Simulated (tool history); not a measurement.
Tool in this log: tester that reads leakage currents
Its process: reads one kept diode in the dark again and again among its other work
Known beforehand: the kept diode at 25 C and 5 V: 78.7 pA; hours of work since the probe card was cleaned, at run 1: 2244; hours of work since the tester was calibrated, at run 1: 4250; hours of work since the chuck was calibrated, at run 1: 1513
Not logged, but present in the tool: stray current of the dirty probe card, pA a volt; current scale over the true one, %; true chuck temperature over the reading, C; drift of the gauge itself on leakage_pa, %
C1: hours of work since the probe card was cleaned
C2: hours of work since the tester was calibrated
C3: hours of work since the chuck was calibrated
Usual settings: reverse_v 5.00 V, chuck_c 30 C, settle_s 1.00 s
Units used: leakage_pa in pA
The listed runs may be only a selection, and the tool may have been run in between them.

run 1 hour=0.0 | reverse_v=5.00 chuck_c=30 settle_s=1.00 | C1=2244 C2=4250 C3=1513 | leakage_pa=118.01
-- hour=49.4 probe card cleaned and baked
run 2 hour=180.4 | reverse_v=6.16 chuck_c=30 settle_s=1.00 | C1=77 C2=4354 C3=1617 | leakage_pa=120.81
run 3 hour=426.4 | reverse_v=5.00 chuck_c=30 settle_s=0.52 | C1=221 C2=4498 C3=1762 | leakage_pa=110.11
run 4 hour=532.1 | reverse_v=5.00 chuck_c=30 settle_s=0.52 | C1=283 C2=4561 C3=1824 | leakage_pa=110.68
run 5 hour=658.6 | reverse_v=5.00 chuck_c=30 settle_s=0.51 | C1=358 C2=4635 C3=1898 | leakage_pa=110.85
-- hour=689.2 chuck's temperature calibrated
run 6 hour=807.5 | reverse_v=5.00 chuck_c=30 settle_s=1.00 | C1=444 C2=4721 C3=69 | leakage_pa=115.04
run 7 hour=968.9 | reverse_v=15.07 chuck_c=30 settle_s=1.00 | C1=539 C2=4816 C3=164 | leakage_pa=196.46
run 8 hour=1131.7 | reverse_v=3.61 chuck_c=30 settle_s=1.00 | C1=634 C2=4911 C3=260 | leakage_pa=98.13
-- hour=1192.8 tester calibrated
run 9 hour=1300.7 | reverse_v=3.61 chuck_c=30 settle_s=1.00 | C1=732 C2=63 C3=358 | leakage_pa=99.87
run 10 hour=1514.6 | reverse_v=5.00 chuck_c=30 settle_s=1.00 | C1=858 C2=189 C3=483 | leakage_pa=116.40
run 11 hour=1731.9 | reverse_v=5.00 chuck_c=30 settle_s=1.00 | C1=985 C2=316 C3=611 | leakage_pa=116.77
run 12 hour=1951.4 | reverse_v=5.00 chuck_c=30 settle_s=0.60 | C1=1114 C2=445 C3=740 | leakage_pa=118.06
run 13 hour=2143.7 | reverse_v=5.00 chuck_c=30 settle_s=0.60 | C1=1227 C2=558 C3=853 | leakage_pa=117.81
run 14 hour=2288.0 | reverse_v=3.40 chuck_c=30 settle_s=0.38 | C1=1312 C2=643 C3=937 | leakage_pa=98.36
run 15 hour=2424.0 | reverse_v=3.40 chuck_c=30 settle_s=0.38 | C1=1392 C2=723 C3=1017 | leakage_pa=98.38
run 16 hour=2572.3 | reverse_v=2.15 chuck_c=30 settle_s=2.53 | C1=1479 C2=810 C3=1104 | leakage_pa=77.30
run 17 hour=2695.5 | reverse_v=2.15 chuck_c=35 settle_s=1.98 | C1=1551 C2=882 C3=1177 | leakage_pa=108.75
run 18 hour=2845.5 | reverse_v=5.00 chuck_c=55 settle_s=1.00 | C1=1639 C2=970 C3=1265 | leakage_pa=569.38
run 19 hour=2948.2 | reverse_v=5.00 chuck_c=55 settle_s=1.00 | C1=1699 C2=1030 C3=1325 | leakage_pa=570.19
run 20 hour=3071.9 | reverse_v=5.00 chuck_c=35 settle_s=5.03 | C1=1772 C2=1103 C3=1398 | leakage_pa=162.95
run 21 hour=3215.9 | reverse_v=5.00 chuck_c=35 settle_s=5.03 | C1=1857 C2=1188 C3=1482 | leakage_pa=163.87
run 22 hour=3320.7 | reverse_v=5.00 chuck_c=51 settle_s=1.84 | C1=1918 C2=1249 C3=1544 | leakage_pa=447.71
run 23 hour=3559.6 | reverse_v=5.00 chuck_c=51 settle_s=1.84 | C1=2058 C2=1389 C3=1684 | leakage_pa=443.76
run 24 hour=3785.4 | reverse_v=5.00 chuck_c=51 settle_s=1.84 | C1=2191 C2=1522 C3=1816 | leakage_pa=443.64
run 25 hour=3896.2 | reverse_v=2.66 chuck_c=51 settle_s=6.09 | C1=2256 C2=1587 C3=1881 | leakage_pa=328.17

Alternative continuations, all from the tool just after run 25; predict every row:
-- hour=3932.7 probe card cleaned and baked
-- hour=3948.5 chuck's temperature calibrated
run A hour=4126.5 | reverse_v=2.66 chuck_c=33 settle_s=6.09 | C1=113 C2=1719 C3=105 | leakage_pa=?
-- hour=3932.7 probe card cleaned and baked
-- hour=3948.5 chuck's temperature calibrated
run B hour=4126.5 | reverse_v=7.45 chuck_c=51 settle_s=5.47 | C1=113 C2=1719 C3=105 | leakage_pa=?
-- hour=3932.7 probe card cleaned and baked
-- hour=3948.5 chuck's temperature calibrated
run C hour=4126.5 | reverse_v=2.66 chuck_c=29 settle_s=1.09 | C1=113 C2=1719 C3=105 | leakage_pa=?

run=A leakage_pa=104.05
run=B leakage_pa=540.56
run=C leakage_pa=79.28
Without the tool's hidden state the same runs would have given:
run=A leakage_pa=104.08
run=B leakage_pa=541.50
run=C leakage_pa=79.23
